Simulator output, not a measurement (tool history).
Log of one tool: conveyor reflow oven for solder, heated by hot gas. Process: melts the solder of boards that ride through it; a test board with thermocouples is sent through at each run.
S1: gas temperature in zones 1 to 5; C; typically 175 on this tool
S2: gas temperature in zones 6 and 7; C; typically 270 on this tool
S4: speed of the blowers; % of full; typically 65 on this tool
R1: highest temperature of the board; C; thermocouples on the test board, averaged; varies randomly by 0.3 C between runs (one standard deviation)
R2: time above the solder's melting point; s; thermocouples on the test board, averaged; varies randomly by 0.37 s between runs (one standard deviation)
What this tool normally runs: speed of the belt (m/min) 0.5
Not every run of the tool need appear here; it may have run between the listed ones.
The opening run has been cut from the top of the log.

run 2 day=1.062 | S1=175 S2=270 speed_of_the_belt_(m/min)=0.5 S4=65 | R1=249.2 R2=60.4
run 3 day=1.975 | S1=175 S2=270 speed_of_the_belt_(m/min)=0.5 S4=65 | R1=249.4 R2=59.8
run 4 day=2.825 | S1=175 S2=275 speed_of_the_belt_(m/min)=0.5 S4=65 | R1=253.4 R2=62.9
run 5 day=3.454 | S1=175 S2=275 speed_of_the_belt_(m/min)=0.5 S4=65 | R1=253.5 R2=63.5
run 6 day=4.725 | S1=175 S2=270 speed_of_the_belt_(m/min)=0.506 S4=65 | R1=249 R2=58.3
run 7 day=5.288 | S1=175 S2=270 speed_of_the_belt_(m/min)=0.5 S4=56 | R1=246.5 R2=56.6
run 8 day=6.25 | S1=175 S2=270 speed_of_the_belt_(m/min)=0.583 S4=56 | R1=240.6 R2=39.9
run 9 day=7.183 | S1=175 S2=270 speed_of_the_belt_(m/min)=0.583 S4=56 | R1=240.2 R2=39.6
run 10 day=7.838 | S1=175 S2=270 speed_of_the_belt_(m/min)=0.583 S4=84 | R1=249.9 R2=51.3
run 11 day=9.062 | S1=175 S2=270 speed_of_the_belt_(m/min)=0.583 S4=84 | R1=249.5 R2=50.5
run 12 day=10.142 | S1=175 S2=270 speed_of_the_belt_(m/min)=0.583 S4=84 | R1=249.8 R2=51.4
run 13 day=11.158 | S1=175 S2=271 speed_of_the_belt_(m/min)=0.5 S4=65 | R1=250.6 R2=60.4
run 14 day=11.946 | S1=175 S2=271 speed_of_the_belt_(m/min)=0.5 S4=65 | R1=250.6 R2=60.8
run 15 day=13.217 | S1=175 S2=270 speed_of_the_belt_(m/min)=0.5 S4=65 | R1=249.3 R2=59.7
run 16 day=13.867 | S1=183 S2=274 speed_of_the_belt_(m/min)=0.469 S4=84 | R1=261.4 R2=77.4
run 17 day=15.038 | S1=183 S2=274 speed_of_the_belt_(m/min)=0.469 S4=84 | R1=260.9 R2=77.1
run 18 day=16.138 | S1=166 S2=265 speed_of_the_belt_(m/min)=0.469 S4=84 | R1=250.7 R2=64
run 19 day=17.121 | S1=166 S2=265 speed_of_the_belt_(m/min)=0.469 S4=78 | R1=249.1 R2=62.1
run 20 day=18.133 | S1=175 S2=270 speed_of_the_belt_(m/min)=0.5 S4=75 | R1=252.2 R2=63.9
run 21 day=18.929 | S1=175 S2=270 speed_of_the_belt_(m/min)=0.5 S4=75 | R1=252.7 R2=63
run 22 day=19.712 | S1=169 S2=268 speed_of_the_belt_(m/min)=0.5 S4=65 | R1=246.6 R2=54.2
run 23 day=20.292 | S1=173 S2=273 speed_of_the_belt_(m/min)=0.5 S4=65 | R1=251.7 R2=60.6
run 24 day=21.067 | S1=173 S2=273 speed_of_the_belt_(m/min)=0.5 S4=65 | R1=251.7 R2=60.6

Run 25, settings as shown, results not yet in. Your forecast:
run 25 day=21.733 | S1=173 S2=273 speed_of_the_belt_(m/min)=0.5 S4=65 | R1=? R2=?

For run 25 the tool returned R1 252 C, R2 60.2 s.
With the hidden condition absent and the run-to-run variation left alone, this run would have shown R1 252.1 C, R2 60.3 s.

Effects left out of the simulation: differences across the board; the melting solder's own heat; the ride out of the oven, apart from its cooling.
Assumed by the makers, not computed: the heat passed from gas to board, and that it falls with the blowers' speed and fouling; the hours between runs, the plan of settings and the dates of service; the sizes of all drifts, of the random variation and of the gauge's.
